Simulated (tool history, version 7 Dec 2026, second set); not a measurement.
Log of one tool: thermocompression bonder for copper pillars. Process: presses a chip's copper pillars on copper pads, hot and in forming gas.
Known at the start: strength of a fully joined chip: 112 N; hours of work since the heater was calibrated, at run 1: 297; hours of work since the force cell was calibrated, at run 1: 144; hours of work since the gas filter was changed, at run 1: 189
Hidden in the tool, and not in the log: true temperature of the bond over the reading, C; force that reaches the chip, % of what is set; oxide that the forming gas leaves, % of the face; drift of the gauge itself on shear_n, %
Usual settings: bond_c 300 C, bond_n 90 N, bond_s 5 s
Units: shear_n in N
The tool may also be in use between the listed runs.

run     day  bond_c  bond_n  bond_s  hours of work since the heater was calibrated  hours of work since the force cell was calibrated  hours of work since the gas filter was changed  shear_n
  1   0.000     300      90       5                                            297                                                144                                             189     62.2
  2   0.929     300      90       5                                            307                                                154                                             200     62.1
  3   2.075     292      90       5                                            320                                                167                                             212     56.7
  4   3.188     292      90       5                                            332                                                179                                             225     56.9
  5   4.371     292      90       5                                            345                                                192                                             238     57.0
  6   5.996     292      90       5                                            363                                                210                                             256     56.2
  7   7.029     300     100       5                                            375                                                222                                             267     67.3
  8   8.242     300     100       5                                            388                                                235                                             281     67.1
  9   9.729     300     100       5                                            405                                                252                                             297     66.5
 10  10.504     300     100       9                                            413                                                260                                             306     77.1
 11  11.738     300     100       9                                            427                                                274                                             320     77.1
 12  12.712     300     100       9                                            438                                                285                                             331     76.6
 13  13.692     300     100       9                                            449                                                296                                             341     77.0
 14  15.021     316     100       9                                            463                                                311                                             356     84.1
     15.458  -- forming gas filter changed
 15  15.883     300      90       5                                            473                                                320                                               5     68.5
 16  17.692     300      90       6                                            493                                                340                                              25     72.0
 17  18.825     300     135       6                                            505                                                353                                              37     94.5
     18.979  -- force cell calibrated
 18  19.933     300     135       6                                            517                                                 11                                              49     94.1
 19  21.375     300     135       6                                            533                                                 27                                              65     94.0
 20  22.950     300     135       3                                            551                                                 44                                              82     82.0
 21  24.575     321      90       5                                            569                                                 62                                             101     81.4
 22  26.088     291     107       4                                            585                                                 79                                             117     68.3
 23  27.279     291     107       4                                            599                                                 92                                             131     68.6
     28.067  -- force cell calibrated, once more
 24  28.550     315      97       5                                            612                                                  5                                             144     79.7
 25  29.292     307      90       3                                            620                                                 14                                             152     60.9
 26  31.029     319      60       8                                            640                                                 33                                             172     63.8
 27  32.254     319     131       6                                            653                                                 46                                             185     96.8
 28  33.117     295      90       5                                            663                                                 56                                             195     63.1
 29  34.662     278      90      10                                            680                                                 73                                             212     65.3
     35.917  -- heater calibrated with a thermocouple chip
 30  36.267     295     109       7                                              4                                                 90                                             229     73.7
 31  37.221     310      58       6                                             14                                                101                                             239     45.4
 32  37.962     290      55       5                                             23                                                109                                             248     30.2
 33  39.412     290      55       4                                             39                                                125                                             264     27.8
 34  40.950     290      55       4                                             56                                                142                                             281     27.9
 35  42.625     290      55       4                                             75                                                161                                             299     28.0
 36  44.167     306      54       5                                             92                                                178                                             317     36.9
 37  45.417     306      95       5                                            106                                                192                                             330     64.6
 38  46.971     306      95       5                                            123                                                209                                             348     65.1
     48.200  -- forming gas filter changed
 39  48.725     306      59       5                                            142                                                228                                               6     46.1

The same runs without the tool's hidden state, with the same run-to-run variation:
run  shear_n
  1     63.4
  2     63.4
  3     57.7
  4     57.9
  5     58.2
  6     57.5
  7     69.6
  8     69.6
  9     69.2
 10     81.4
 11     81.5
 12     81.2
 13     81.8
 14     91.1
 15     63.1
 16     66.7
 17     90.7
 18     90.1
 19     90.3
 20     77.2
 21     77.2
 22     63.0
 23     63.4
 24     77.5
 25     57.6
 26     61.1
 27     98.8
 28     60.0
 29     62.1
 30     78.5
 31     48.2
 32     32.0
 33     29.4
 34     29.6
 35     29.6
 36     39.3
 37     69.9
 38     70.7
 39     43.8
